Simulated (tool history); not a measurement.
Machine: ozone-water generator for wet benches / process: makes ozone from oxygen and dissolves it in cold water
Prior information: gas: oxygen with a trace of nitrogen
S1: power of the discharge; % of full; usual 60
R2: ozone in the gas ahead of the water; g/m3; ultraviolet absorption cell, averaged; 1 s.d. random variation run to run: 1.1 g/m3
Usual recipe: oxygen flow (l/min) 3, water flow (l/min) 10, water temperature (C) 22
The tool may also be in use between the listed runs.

run 1 hour=0 | S1=60 oxygen_flow_(l/min)=3 water_flow_(l/min)=10 water_temperature_(C)=22 | dissolved_ozone_(ppm)=18.6 R2=182.9
run 2 hour=34.8 | S1=60 oxygen_flow_(l/min)=3.53 water_flow_(l/min)=10 water_temperature_(C)=22 | dissolved_ozone_(ppm)=18.2 R2=169.8
run 3 hour=75.2 | S1=60 oxygen_flow_(l/min)=3.53 water_flow_(l/min)=10 water_temperature_(C)=22 | dissolved_ozone_(ppm)=18.7 R2=172
run 4 hour=96.8 | S1=60 oxygen_flow_(l/min)=3.53 water_flow_(l/min)=10 water_temperature_(C)=22 | dissolved_ozone_(ppm)=18.4 R2=171.4
run 5 hour=120.2 | S1=60 oxygen_flow_(l/min)=3.53 water_flow_(l/min)=10 water_temperature_(C)=22 | dissolved_ozone_(ppm)=18.4 R2=169.7
run 6 hour=137.7 | S1=60 oxygen_flow_(l/min)=3.53 water_flow_(l/min)=10 water_temperature_(C)=22 | dissolved_ozone_(ppm)=18.3 R2=171.4
run 7 hour=170.6 | S1=60 oxygen_flow_(l/min)=3.53 water_flow_(l/min)=10 water_temperature_(C)=22 | dissolved_ozone_(ppm)=18.4 R2=171.6
run 8 hour=198.1 | S1=60 oxygen_flow_(l/min)=4.59 water_flow_(l/min)=10 water_temperature_(C)=22 | dissolved_ozone_(ppm)=18 R2=151
run 9 hour=222.7 | S1=60 oxygen_flow_(l/min)=3 water_flow_(l/min)=10 water_temperature_(C)=22 | dissolved_ozone_(ppm)=18.7 R2=187.9
run 10 hour=248.4 | S1=60 oxygen_flow_(l/min)=3 water_flow_(l/min)=10 water_temperature_(C)=22 | dissolved_ozone_(ppm)=18.8 R2=184.8
run 11 hour=290.6 | S1=60 oxygen_flow_(l/min)=3 water_flow_(l/min)=10 water_temperature_(C)=28 | dissolved_ozone_(ppm)=16.8 R2=186.6
run 12 hour=309.1 | S1=60 oxygen_flow_(l/min)=3 water_flow_(l/min)=10 water_temperature_(C)=26 | dissolved_ozone_(ppm)=17.1 R2=187.2
run 13 hour=340.3 | S1=60 oxygen_flow_(l/min)=3 water_flow_(l/min)=8 water_temperature_(C)=26 | dissolved_ozone_(ppm)=19.9 R2=186.4
run 14 hour=363.2 | S1=60 oxygen_flow_(l/min)=3 water_flow_(l/min)=10 water_temperature_(C)=22 | dissolved_ozone_(ppm)=18.6 R2=187.8
run 15 hour=382 | S1=60 oxygen_flow_(l/min)=3 water_flow_(l/min)=10 water_temperature_(C)=22 | dissolved_ozone_(ppm)=18.6 R2=187.8
run 16 hour=423.4 | S1=60 oxygen_flow_(l/min)=3 water_flow_(l/min)=10 water_temperature_(C)=22 | dissolved_ozone_(ppm)=18.5 R2=189.2
run 17 hour=447.7 | S1=60 oxygen_flow_(l/min)=2.83 water_flow_(l/min)=10 water_temperature_(C)=22 | dissolved_ozone_(ppm)=18.6 R2=194
run 18 hour=487.4 | S1=60 oxygen_flow_(l/min)=5.3 water_flow_(l/min)=8 water_temperature_(C)=22 | dissolved_ozone_(ppm)=19.7 R2=140.5
run 19 hour=530.3 | S1=60 oxygen_flow_(l/min)=5.3 water_flow_(l/min)=8 water_temperature_(C)=22 | dissolved_ozone_(ppm)=19.8 R2=140.3
run 20 hour=557.4 | S1=60 oxygen_flow_(l/min)=2.09 water_flow_(l/min)=10 water_temperature_(C)=17 | dissolved_ozone_(ppm)=19.9 R2=226.7
run 21 hour=589.6 | S1=60 oxygen_flow_(l/min)=2.64 water_flow_(l/min)=14 water_temperature_(C)=22 | dissolved_ozone_(ppm)=14.4 R2=203.4
run 22 hour=613.9 | S1=60 oxygen_flow_(l/min)=2.64 water_flow_(l/min)=14 water_temperature_(C)=22 | dissolved_ozone_(ppm)=14.2 R2=201.1
run 23 hour=639.4 | S1=50 oxygen_flow_(l/min)=2.29 water_flow_(l/min)=8 water_temperature_(C)=22 | dissolved_ozone_(ppm)=19.3 R2=191.3
run 24 hour=662.8 | S1=60 oxygen_flow_(l/min)=3.09 water_flow_(l/min)=15 water_temperature_(C)=17 | dissolved_ozone_(ppm)=14.4 R2=185.4
run 25 hour=704.4 | S1=60 oxygen_flow_(l/min)=3.09 water_flow_(l/min)=15 water_temperature_(C)=17 | dissolved_ozone_(ppm)=14.8 R2=188.8
-- hour=722.7 gauge calibrated
run 26 hour=725.1 | S1=60 oxygen_flow_(l/min)=3.99 water_flow_(l/min)=10 water_temperature_(C)=26 | dissolved_ozone_(ppm)=17 R2=159.9
run 27 hour=751.3 | S1=100 oxygen_flow_(l/min)=1.85 water_flow_(l/min)=11 water_temperature_(C)=14 | dissolved_ozone_(ppm)=27 R2=345.5
run 28 hour=788 | S1=100 oxygen_flow_(l/min)=5.32 water_flow_(l/min)=15 water_temperature_(C)=21 | dissolved_ozone_(ppm)=20.5 R2=200.5
run 29 hour=821.5 | S1=100 oxygen_flow_(l/min)=5.32 water_flow_(l/min)=15 water_temperature_(C)=21 | dissolved_ozone_(ppm)=20.5 R2=202.7
run 30 hour=864.8 | S1=93 oxygen_flow_(l/min)=4.02 water_flow_(l/min)=8 water_temperature_(C)=21 | dissolved_ozone_(ppm)=29.4 R2=220.2
run 31 hour=891 | S1=93 oxygen_flow_(l/min)=4.02 water_flow_(l/min)=8 water_temperature_(C)=21 | dissolved_ozone_(ppm)=29.7 R2=223.2
run 32 hour=933.6 | S1=93 oxygen_flow_(l/min)=4.02 water_flow_(l/min)=8 water_temperature_(C)=21 | dissolved_ozone_(ppm)=29.2 R2=221
run 33 hour=959.3 | S1=92 oxygen_flow_(l/min)=3.82 water_flow_(l/min)=8 water_temperature_(C)=15 | dissolved_ozone_(ppm)=32.9 R2=226.1

Alternative continuations, all from the tool just after run 33; predict every row:
run A hour=988.7 | S1=92 oxygen_flow_(l/min)=3.57 water_flow_(l/min)=8 water_temperature_(C)=28 | dissolved_ozone_(ppm)=? R2=?
run B hour=988.7 | S1=48 oxygen_flow_(l/min)=3.48 water_flow_(l/min)=14 water_temperature_(C)=22 | dissolved_ozone_(ppm)=? R2=?
run C hour=988.7 | S1=82 oxygen_flow_(l/min)=3.82 water_flow_(l/min)=14 water_temperature_(C)=19 | dissolved_ozone_(ppm)=? R2=?

run=A dissolved_ozone_(ppm)=25.8 R2=232.5
run=B dissolved_ozone_(ppm)=12.3 R2=148.5
run=C dissolved_ozone_(ppm)=18.9 R2=208.4
With no hidden state in the tool, these same runs would have given:
run=A dissolved_ozone_(ppm)=25.8 R2=230.1
run=B dissolved_ozone_(ppm)=12.3 R2=147
run=C dissolved_ozone_(ppm)=19 R2=206.3
